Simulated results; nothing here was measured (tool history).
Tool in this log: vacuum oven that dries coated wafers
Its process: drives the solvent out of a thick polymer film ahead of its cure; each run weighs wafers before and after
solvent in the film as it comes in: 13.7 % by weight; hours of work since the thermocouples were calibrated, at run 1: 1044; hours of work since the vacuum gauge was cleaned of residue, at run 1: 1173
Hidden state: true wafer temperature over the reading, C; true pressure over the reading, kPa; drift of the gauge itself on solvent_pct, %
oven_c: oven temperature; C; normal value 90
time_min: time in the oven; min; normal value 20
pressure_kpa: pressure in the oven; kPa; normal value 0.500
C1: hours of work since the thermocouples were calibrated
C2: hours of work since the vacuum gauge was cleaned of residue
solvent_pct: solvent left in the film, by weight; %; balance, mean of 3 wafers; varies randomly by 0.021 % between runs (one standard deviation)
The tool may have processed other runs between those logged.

{"run": 1, "day": 0.0, "oven_c": 90, "time_min": 20, "pressure_kpa": 0.5, "C1": 1044, "C2": 1173, "solvent_pct": 1.99}
{"day": 0.575, "done": "oven's thermocouples calibrated"}
{"run": 2, "day": 1.588, "oven_c": 90, "time_min": 20, "pressure_kpa": 0.5, "C1": 19, "C2": 1201, "solvent_pct": 1.7}
{"run": 3, "day": 2.679, "oven_c": 90, "time_min": 22, "pressure_kpa": 0.5, "C1": 40, "C2": 1222, "solvent_pct": 1.48}
{"run": 4, "day": 4.196, "oven_c": 90, "time_min": 22, "pressure_kpa": 0.5, "C1": 69, "C2": 1251, "solvent_pct": 1.5}
{"run": 5, "day": 5.383, "oven_c": 90, "time_min": 22, "pressure_kpa": 0.336, "C1": 92, "C2": 1274, "solvent_pct": 1.41}
{"run": 6, "day": 6.029, "oven_c": 90, "time_min": 13, "pressure_kpa": 0.5, "C1": 104, "C2": 1287, "solvent_pct": 3.21}
{"run": 7, "day": 7.367, "oven_c": 90, "time_min": 20, "pressure_kpa": 0.5, "C1": 130, "C2": 1312, "solvent_pct": 1.73}
{"run": 8, "day": 8.596, "oven_c": 90, "time_min": 20, "pressure_kpa": 0.5, "C1": 154, "C2": 1336, "solvent_pct": 1.78}
{"run": 9, "day": 10.121, "oven_c": 93, "time_min": 20, "pressure_kpa": 0.5, "C1": 183, "C2": 1365, "solvent_pct": 1.23}
{"run": 10, "day": 10.875, "oven_c": 90, "time_min": 20, "pressure_kpa": 0.26, "C1": 197, "C2": 1379, "solvent_pct": 1.68}
{"run": 11, "day": 11.583, "oven_c": 90, "time_min": 20, "pressure_kpa": 0.26, "C1": 211, "C2": 1393, "solvent_pct": 1.67}
{"run": 12, "day": 12.871, "oven_c": 90, "time_min": 20, "pressure_kpa": 0.26, "C1": 236, "C2": 1418, "solvent_pct": 1.7}
{"run": 13, "day": 14.229, "oven_c": 90, "time_min": 20, "pressure_kpa": 1.153, "C1": 262, "C2": 1444, "solvent_pct": 2.06}
{"run": 14, "day": 15.038, "oven_c": 105, "time_min": 20, "pressure_kpa": 0.5, "C1": 277, "C2": 1459, "solvent_pct": 0.34}
{"run": 15, "day": 15.733, "oven_c": 80, "time_min": 20, "pressure_kpa": 0.5, "C1": 290, "C2": 1473, "solvent_pct": 4.11}
{"run": 16, "day": 17.004, "oven_c": 90, "time_min": 20, "pressure_kpa": 1.918, "C1": 315, "C2": 1497, "solvent_pct": 2.41}
{"run": 17, "day": 18.096, "oven_c": 90, "time_min": 20, "pressure_kpa": 0.61, "C1": 336, "C2": 1518, "solvent_pct": 1.87}
{"run": 18, "day": 19.617, "oven_c": 90, "time_min": 20, "pressure_kpa": 0.61, "C1": 365, "C2": 1547, "solvent_pct": 1.84}
{"run": 19, "day": 20.742, "oven_c": 90, "time_min": 20, "pressure_kpa": 0.61, "C1": 386, "C2": 1569, "solvent_pct": 1.9}
{"run": 20, "day": 22.238, "oven_c": 90, "time_min": 20, "pressure_kpa": 0.61, "C1": 415, "C2": 1597, "solvent_pct": 1.91}
{"run": 21, "day": 23.596, "oven_c": 90, "time_min": 20, "pressure_kpa": 0.61, "C1": 441, "C2": 1623, "solvent_pct": 1.95}
{"run": 22, "day": 24.404, "oven_c": 90, "time_min": 20, "pressure_kpa": 0.61, "C1": 457, "C2": 1639, "solvent_pct": 1.86}
{"run": 23, "day": 25.612, "oven_c": 90, "time_min": 20, "pressure_kpa": 0.5, "C1": 480, "C2": 1662, "solvent_pct": 1.89}
{"run": 24, "day": 26.867, "oven_c": 90, "time_min": 20, "pressure_kpa": 0.5, "C1": 504, "C2": 1686, "solvent_pct": 1.91}
{"day": 27.067, "done": "vacuum gauge cleaned of residue and calibrated"}
{"run": 25, "day": 28.121, "oven_c": 86, "time_min": 20, "pressure_kpa": 0.663, "C1": 527, "C2": 20, "solvent_pct": 2.89}
{"run": 26, "day": 29.575, "oven_c": 86, "time_min": 20, "pressure_kpa": 0.663, "C1": 555, "C2": 48, "solvent_pct": 2.89}
{"run": 27, "day": 30.446, "oven_c": 86, "time_min": 20, "pressure_kpa": 0.663, "C1": 571, "C2": 65, "solvent_pct": 2.92}
{"run": 28, "day": 31.788, "oven_c": 90, "time_min": 31, "pressure_kpa": 1.45, "C1": 597, "C2": 91, "solvent_pct": 1.49}
{"run": 29, "day": 32.712, "oven_c": 77, "time_min": 36, "pressure_kpa": 0.614, "C1": 615, "C2": 108, "solvent_pct": 3.07}
{"day": 33.012, "done": "vacuum gauge cleaned of residue and calibrated, once more"}
{"run": 30, "day": 33.625, "oven_c": 84, "time_min": 35, "pressure_kpa": 0.49, "C1": 631, "C2": 12, "solvent_pct": 1.25}
{"run": 31, "day": 34.525, "oven_c": 90, "time_min": 22, "pressure_kpa": 1.455, "C1": 648, "C2": 29, "solvent_pct": 1.88}
{"run": 32, "day": 35.933, "oven_c": 90, "time_min": 22, "pressure_kpa": 1.455, "C1": 675, "C2": 56, "solvent_pct": 1.88}
{"run": 33, "day": 37.383, "oven_c": 84, "time_min": 14, "pressure_kpa": 0.905, "C1": 703, "C2": 84, "solvent_pct": 4.6}
{"run": 34, "day": 38.742, "oven_c": 84, "time_min": 14, "pressure_kpa": 0.905, "C1": 729, "C2": 110, "solvent_pct": 4.62}
{"run": 35, "day": 40.058, "oven_c": 84, "time_min": 23, "pressure_kpa": 1.251, "C1": 754, "C2": 135, "solvent_pct": 2.94}
{"run": 36, "day": 41.296, "oven_c": 84, "time_min": 23, "pressure_kpa": 1.251, "C1": 778, "C2": 159, "solvent_pct": 2.97}
{"run": 37, "day": 42.325, "oven_c": 99, "time_min": 24, "pressure_kpa": 0.284, "C1": 798, "C2": 178, "solvent_pct": 0.33}
{"run": 38, "day": 43.638, "oven_c": 90, "time_min": 31, "pressure_kpa": 0.974, "C1": 823, "C2": 204, "solvent_pct": 0.99}
{"run": 39, "day": 44.871, "oven_c": 101, "time_min": 20, "pressure_kpa": 0.991, "C1": 847, "C2": 227, "solvent_pct": 0.63}
{"run": 40, "day": 46.05, "oven_c": 90, "time_min": 11, "pressure_kpa": 0.5, "C1": 869, "C2": 250, "solvent_pct": 3.95}
{"run": 41, "day": 47.417, "oven_c": 90, "time_min": 14, "pressure_kpa": 1.411, "C1": 895, "C2": 276, "solvent_pct": 3.45}
{"run": 42, "day": 48.854, "oven_c": 90, "time_min": 14, "pressure_kpa": 1.411, "C1": 923, "C2": 304, "solvent_pct": 3.38}
{"run": 43, "day": 50.421, "oven_c": 82, "time_min": 20, "pressure_kpa": 0.439, "C1": 953, "C2": 334, "solvent_pct": 3.68}
{"run": 44, "day": 51.783, "oven_c": 79, "time_min": 14, "pressure_kpa": 0.309, "C1": 979, "C2": 360, "solvent_pct": 5.76}
{"run": 45, "day": 53.342, "oven_c": 79, "time_min": 14, "pressure_kpa": 0.309, "C1": 1009, "C2": 390, "solvent_pct": 5.72}
{"run": 46, "day": 54.821, "oven_c": 93, "time_min": 12, "pressure_kpa": 0.653, "C1": 1037, "C2": 418, "solvent_pct": 3.05}
{"day": 55.817, "done": "oven's thermocouples calibrated"}
{"run": 47, "day": 56.383, "oven_c": 80, "time_min": 22, "pressure_kpa": 0.656, "C1": 11, "C2": 446, "solvent_pct": 3.66}

How the hidden state differs across the entries between the runs, from the last listed run before each to the first after it:
Runs 1 to 2: oven's thermocouples calibrated (day 0.575)
  true wafer temperature over the reading, C: -1.29 -> 0.16; true pressure over the reading, kPa: 0.331 -> 0.339
  what was measured, less what the result would be without the hidden state, solvent_pct: +0.39 -> +0.12 %
Runs 24 to 25: vacuum gauge cleaned of residue and calibrated (day 27.067)
  true wafer temperature over the reading, C: -0.48 -> -0.51; true pressure over the reading, kPa: 0.466 -> 0.638
  what was measured, less what the result would be without the hidden state, solvent_pct: +0.29 -> +0.41 %
Runs 29 to 30: vacuum gauge cleaned of residue and calibrated, once more (day 33.012)
  true wafer temperature over the reading, C: -0.63 -> -0.65; true pressure over the reading, kPa: 0.661 -> 0.003
  what was measured, less what the result would be without the hidden state, solvent_pct: +0.59 -> +0.09 %
Runs 46 to 47: oven's thermocouples calibrated (day 55.817)
  true wafer temperature over the reading, C: -1.17 -> -0.21; true pressure over the reading, kPa: 0.109 -> 0.116
  what was measured, less what the result would be without the hidden state, solvent_pct: +0.30 -> +0.11 %
